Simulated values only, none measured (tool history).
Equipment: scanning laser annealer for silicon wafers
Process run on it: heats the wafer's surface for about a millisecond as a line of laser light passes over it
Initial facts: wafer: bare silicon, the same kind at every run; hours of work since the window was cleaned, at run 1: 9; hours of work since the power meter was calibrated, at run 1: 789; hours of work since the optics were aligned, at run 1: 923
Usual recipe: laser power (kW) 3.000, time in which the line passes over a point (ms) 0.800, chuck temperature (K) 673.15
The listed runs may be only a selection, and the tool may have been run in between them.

run   hour  laser power (kW)  time in which the line passes over a point (ms)  chuck temperature (K)  hours of work since the window was cleaned  hours of work since the power meter was calibrated  hours of work since the optics were aligned  highest temperature of the surface (K)
  1    0.0             3.000                                            0.800                 673.15                                           9                                                 789                                          923                                 1479.15
  2   31.1             3.000                                            0.868                 673.15                                          31                                                 812                                          945                                 1506.15
  3   58.6             3.000                                            0.868                 673.15                                          51                                                 831                                          965                                 1509.15
  4   91.0             3.000                                            0.868                 673.15                                          74                                                 855                                          988                                 1503.15
  5  117.3             3.000                                            0.868                 673.15                                          93                                                 873                                         1007                                 1503.15
  6  134.2             2.682                                            0.868                 673.15                                         105                                                 885                                         1019                                 1393.15
  7  159.2             2.686                                            0.800                 673.15                                         123                                                 903                                         1037                                 1363.15
  8  182.6             2.686                                            0.800                 673.15                                         140                                                 920                                         1054                                 1363.15
  9  202.6             2.686                                            0.800                 673.15                                         154                                                 935                                         1068                                 1367.15
 10  222.3             2.686                                            0.800                 673.15                                         168                                                 949                                         1082                                 1362.15
 11  244.2             3.000                                            0.800                 673.15                                         184                                                 964                                         1098                                 1465.15
 12  268.6             3.000                                            0.800                 673.15                                         202                                                 982                                         1116                                 1469.15
     291.3  -- optics aligned, line set to its width
 13  300.4             3.113                                            0.800                 673.15                                         221                                                1001                                            6                                 1528.15
 14  315.4             3.113                                            0.800                 673.15                                         232                                                1012                                           17                                 1530.15
 15  340.0             3.000                                            0.800                 673.15                                         249                                                1029                                           35                                 1489.15
 16  363.9             3.000                                            0.800                 673.15                                         266                                                1047                                           52                                 1485.15
 17  386.2             3.000                                            0.800                 673.15                                         282                                                1063                                           68                                 1488.15
 18  411.1             3.000                                            0.800                 673.15                                         300                                                1080                                           86                                 1487.15
 19  441.7             3.000                                            0.800                 710.15                                         322                                                1102                                          108                                 1523.15
 20  457.7             3.000                                            0.800                 710.15                                         334                                                1114                                          119                                 1520.15
 21  483.2             3.000                                            0.673                 651.15                                         352                                                1132                                          138                                 1400.15
 22  502.7             2.919                                            0.688                 692.15                                         366                                                1146                                          152                                 1424.15
 23  526.0             2.919                                            0.688                 692.15                                         383                                                1163                                          168                                 1421.15
 24  549.6             2.747                                            0.664                 645.15                                         399                                                1180                                          185                                 1308.15
 25  564.0             2.747                                            0.664                 645.15                                         410                                                1190                                          196                                 1309.15
 26  586.4             2.669                                            0.752                 645.15                                         426                                                1206                                          212                                 1317.15
 27  613.3             2.669                                            0.752                 645.15                                         445                                                1225                                          231                                 1315.15
 28  633.9             3.043                                            0.995                 673.15                                         460                                                1240                                          246                                 1574.15
 29  650.8             3.043                                            0.995                 673.15                                         472                                                1252                                          258                                 1578.15
 30  672.6             3.066                                            0.865                 673.15                                         488                                                1268                                          273                                 1525.15
 31  694.7             3.024                                            0.910                 652.15                                         504                                                1284                                          289                                 1510.15
 32  722.5             3.024                                            0.910                 652.15                                         524                                                1304                                          309                                 1502.15
 33  749.6             3.249                                            0.634                 652.15                                         543                                                1323                                          329                                 1445.15
 34  770.5             3.249                                            0.634                 652.15                                         558                                                1338                                          344                                 1447.15
 35  787.1             3.249                                            0.634                 652.15                                         570                                                1350                                          356                                 1445.15
 36  813.9             3.249                                            0.634                 666.15                                         589                                                1369                                          375                                 1462.15
 37  838.5             3.249                                            0.580                 693.15                                         607                                                1387                                          392                                 1450.15
 38  852.1             3.000                                            0.999                 673.15                                         616                                                1397                                          402                                 1548.15
 39  873.0             3.000                                            0.816                 673.15                                         631                                                1412                                          417                                 1472.15
 40  890.6             3.153                                            0.800                 693.15                                         644                                                1424                                          430                                 1535.15

Below are 3 alternative next runs, each starting from the tool's condition after run 40. Predict each:
  A  916.0             3.011                                            0.800                 693.15                                         662                                                1443                                          448                                       ?
  B  916.0             2.803                                            0.800                 670.15                                         662                                                1443                                          448                                       ?
  C  916.0             3.000                                            0.853                 665.15                                         662                                                1443                                          448                                       ?

run  highest temperature of the surface (K)
  A                                 1484.15
  B                                 1391.15
  C                                 1478.15
The same runs, with their run-to-run variation unchanged, on a tool lacking any hidden condition would have given:
run  highest temperature of the surface (K)
  A                                 1522.15
  B                                 1425.15
  C                                 1516.15

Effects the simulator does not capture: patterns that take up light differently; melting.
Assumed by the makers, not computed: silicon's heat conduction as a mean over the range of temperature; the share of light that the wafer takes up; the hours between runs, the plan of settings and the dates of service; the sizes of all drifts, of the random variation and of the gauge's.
